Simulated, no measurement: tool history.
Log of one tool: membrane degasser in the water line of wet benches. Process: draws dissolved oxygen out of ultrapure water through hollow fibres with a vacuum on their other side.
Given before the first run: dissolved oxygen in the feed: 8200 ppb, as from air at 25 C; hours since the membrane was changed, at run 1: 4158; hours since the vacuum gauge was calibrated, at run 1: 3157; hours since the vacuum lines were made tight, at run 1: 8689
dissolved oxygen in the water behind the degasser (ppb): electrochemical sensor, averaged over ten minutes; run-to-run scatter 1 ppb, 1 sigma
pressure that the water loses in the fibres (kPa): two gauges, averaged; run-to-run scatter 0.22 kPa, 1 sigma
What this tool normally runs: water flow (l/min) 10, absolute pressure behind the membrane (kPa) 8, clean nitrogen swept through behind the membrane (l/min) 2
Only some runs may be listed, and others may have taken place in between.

| run | hour | water flow (l/min) | absolute pressure behind the membrane (kPa) | clean nitrogen swept through behind the membrane (l/min) | hours since the membrane was changed | hours since the vacuum gauge was calibrated | hours since the vacuum lines were made tight | dissolved oxygen in the water behind the degasser (ppb) | pressure that the water loses in the fibres (kPa) |
|---|---|---|---|---|---|---|---|---|---|
| 1 | 0 | 10 | 8 | 2 | 4158 | 3157 | 8689 | 98.7 | 54.49 |
| 2 | 119.2 | 10 | 8 | 2 | 4277 | 3276 | 8808 | 100.6 | 55.03 |
| 3 | 248 | 10 | 8 | 2 | 4406 | 3405 | 8936 | 98.7 | 54.76 |
| 4 | 381.7 | 10 | 8 | 2 | 4539 | 3539 | 9070 | 99.3 | 54.76 |
| 5 | 603.5 | 10 | 8 | 2 | 4761 | 3761 | 9292 | 100.1 | 54.61 |
| 6 | 780.2 | 10 | 7.63 | 2 | 4938 | 3937 | 9469 | 95 | 54.23 |
|  | 800 | vacuum gauge calibrated |
| 7 | 900.2 | 10 | 12.03 | 2 | 5057 | 100 | 9588 | 147.1 | 54.93 |
| 8 | 1103.5 | 10 | 12.03 | 2 | 5261 | 303 | 9792 | 147.4 | 54.75 |
| 9 | 1211.1 | 10 | 12.03 | 2 | 5368 | 411 | 9899 | 149.5 | 54.81 |
| 10 | 1406.9 | 10 | 12.03 | 2 | 5564 | 607 | 10095 | 145.1 | 54.71 |
|  | 1467.4 | seals of the vacuum lines changed |
| 11 | 1627.5 | 10 | 12.03 | 2 | 5783 | 825 | 160 | 146.2 | 54.6 |
| 12 | 1757.9 | 10 | 12.03 | 2 | 5913 | 956 | 291 | 147.9 | 54.69 |
| 13 | 1978.5 | 10 | 12.03 | 2 | 6134 | 1176 | 511 | 145.9 | 55.01 |
| 14 | 2204.7 | 12 | 12.03 | 1.36 | 6360 | 1403 | 737 | 245.9 | 65.55 |

Estimate the outcome of run 15 from the log above:
| 15 | 2322 | 12 | 5.27 | 2 | 6477 | 1520 | 855 | ? | ? |

{"run 15": {"dissolved oxygen in the water behind the degasser (ppb)": 101.7, "pressure that the water loses in the fibres (kPa)": 65.36}}
Minus the tool's unlogged condition, the same run would have read dissolved oxygen in the water behind the degasser (ppb) 101.3, pressure that the water loses in the fibres (kPa) 65.29.
